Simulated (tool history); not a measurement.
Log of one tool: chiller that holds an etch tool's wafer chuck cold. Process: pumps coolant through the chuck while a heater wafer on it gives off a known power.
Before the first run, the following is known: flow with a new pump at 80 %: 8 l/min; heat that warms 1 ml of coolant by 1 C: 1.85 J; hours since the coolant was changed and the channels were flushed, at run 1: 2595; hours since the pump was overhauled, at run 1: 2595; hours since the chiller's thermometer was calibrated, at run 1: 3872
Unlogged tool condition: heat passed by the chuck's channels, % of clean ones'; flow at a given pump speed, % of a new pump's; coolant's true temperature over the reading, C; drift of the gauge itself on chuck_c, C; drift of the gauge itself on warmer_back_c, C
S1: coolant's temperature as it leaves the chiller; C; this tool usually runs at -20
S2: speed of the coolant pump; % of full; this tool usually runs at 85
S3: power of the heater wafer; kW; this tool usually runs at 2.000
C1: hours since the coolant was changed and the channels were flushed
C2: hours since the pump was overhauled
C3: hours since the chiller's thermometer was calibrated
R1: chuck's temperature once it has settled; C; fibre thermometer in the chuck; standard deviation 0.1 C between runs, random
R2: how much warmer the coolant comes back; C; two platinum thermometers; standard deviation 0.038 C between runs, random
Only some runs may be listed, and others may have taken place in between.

{"run": 1, "hour": 0.0, "S1": -20, "S2": 85, "S3": 2.0, "C1": 2595, "C2": 2595, "C3": 3872, "R1": -3.7, "R2": 8.05}
{"run": 2, "hour": 94.2, "S1": -20, "S2": 85, "S3": 2.0, "C1": 2689, "C2": 2689, "C3": 3967, "R1": -3.5, "R2": 8.1}
{"hour": 129.2, "done": "chiller's thermometer calibrated"}
{"run": 3, "hour": 281.1, "S1": -20, "S2": 87, "S3": 2.0, "C1": 2875, "C2": 2875, "C3": 152, "R1": -3.9, "R2": 7.96}
{"run": 4, "hour": 447.6, "S1": -20, "S2": 87, "S3": 2.0, "C1": 3041, "C2": 3041, "C3": 318, "R1": -3.9, "R2": 7.97}
{"run": 5, "hour": 528.0, "S1": -20, "S2": 85, "S3": 2.0, "C1": 3122, "C2": 3122, "C3": 399, "R1": -3.5, "R2": 8.21}
{"run": 6, "hour": 688.0, "S1": -20, "S2": 85, "S3": 2.0, "C1": 3282, "C2": 3282, "C3": 559, "R1": -3.5, "R2": 8.28}
{"run": 7, "hour": 766.2, "S1": -28, "S2": 85, "S3": 2.0, "C1": 3360, "C2": 3360, "C3": 637, "R1": -11.3, "R2": 8.26}
{"run": 8, "hour": 938.2, "S1": -20, "S2": 69, "S3": 2.0, "C1": 3532, "C2": 3532, "C3": 809, "R1": -0.1, "R2": 10.56}
{"run": 9, "hour": 1093.1, "S1": -20, "S2": 85, "S3": 2.0, "C1": 3687, "C2": 3687, "C3": 964, "R1": -3.2, "R2": 8.34}
{"run": 10, "hour": 1240.8, "S1": -20, "S2": 85, "S3": 2.0, "C1": 3835, "C2": 3835, "C3": 1112, "R1": -3.0, "R2": 8.35}
{"run": 11, "hour": 1391.4, "S1": -20, "S2": 85, "S3": 2.0, "C1": 3985, "C2": 3985, "C3": 1262, "R1": -2.8, "R2": 8.37}
{"run": 12, "hour": 1541.8, "S1": -20, "S2": 85, "S3": 2.0, "C1": 4136, "C2": 4136, "C3": 1413, "R1": -2.7, "R2": 8.44}
{"run": 13, "hour": 1693.0, "S1": -29, "S2": 85, "S3": 2.0, "C1": 4287, "C2": 4287, "C3": 1564, "R1": -11.6, "R2": 8.49}
{"run": 14, "hour": 1794.7, "S1": -29, "S2": 85, "S3": 2.0, "C1": 4388, "C2": 4388, "C3": 1665, "R1": -11.5, "R2": 8.52}
{"hour": 1817.4, "done": "coolant pump overhauled"}
{"run": 15, "hour": 1978.4, "S1": -29, "S2": 85, "S3": 2.0, "C1": 4567, "C2": 161, "C3": 1844, "R1": -10.5, "R2": 9.2}
{"run": 16, "hour": 2111.7, "S1": -19, "S2": 73, "S3": 1.173, "C1": 4700, "C2": 294, "C3": 1977, "R1": -6.8, "R2": 6.46}
{"run": 17, "hour": 2221.8, "S1": -23, "S2": 69, "S3": 2.968, "C1": 4811, "C2": 404, "C3": 2088, "R1": 9.7, "R2": 17.42}
{"run": 18, "hour": 2327.7, "S1": -12, "S2": 60, "S3": 2.968, "C1": 4916, "C2": 510, "C3": 2193, "R1": 24.6, "R2": 20.56}
{"hour": 2469.4, "done": "coolant pump overhauled, once more"}
{"run": 19, "hour": 2488.0, "S1": -27, "S2": 90, "S3": 1.067, "C1": 5072, "C2": 19, "C3": 2349, "R1": -18.5, "R2": 3.8}
{"run": 20, "hour": 2569.4, "S1": -29, "S2": 85, "S3": 1.258, "C1": 5153, "C2": 100, "C3": 2430, "R1": -18.6, "R2": 4.82}
{"run": 21, "hour": 2715.2, "S1": -29, "S2": 85, "S3": 1.258, "C1": 5299, "C2": 246, "C3": 2576, "R1": -18.4, "R2": 4.82}
{"hour": 2735.7, "done": "coolant changed, channels flushed"}
{"run": 22, "hour": 2892.8, "S1": -29, "S2": 85, "S3": 1.258, "C1": 157, "C2": 417, "C3": 2748, "R1": -19.4, "R2": 4.79}
{"run": 23, "hour": 3049.8, "S1": -20, "S2": 85, "S3": 1.769, "C1": 314, "C2": 574, "C3": 2905, "R1": -6.5, "R2": 6.89}

The same runs without the tool's hidden state, with the same run-to-run variation:
run=1 R1=-5.3 R2=7.53
run=2 R1=-5.2 R2=7.57
run=3 R1=-5.4 R2=7.39
run=4 R1=-5.4 R2=7.37
run=5 R1=-5.1 R2=7.56
run=6 R1=-5.3 R2=7.60
run=7 R1=-13.1 R2=7.55
run=8 R1=-2.4 R2=9.60
run=9 R1=-5.3 R2=7.55
run=10 R1=-5.2 R2=7.51
run=11 R1=-5.1 R2=7.50
run=12 R1=-5.1 R2=7.53
run=13 R1=-14.1 R2=7.54
run=14 R1=-14.1 R2=7.54
run=15 R1=-14.2 R2=7.53
run=16 R1=-9.3 R2=5.26
run=17 R1=3.0 R2=14.14
run=18 R1=17.1 R2=16.64
run=19 R1=-19.4 R2=3.80
run=20 R1=-19.6 R2=4.81
run=21 R1=-19.5 R2=4.79
run=22 R1=-19.7 R2=4.74
run=23 R1=-6.9 R2=6.78
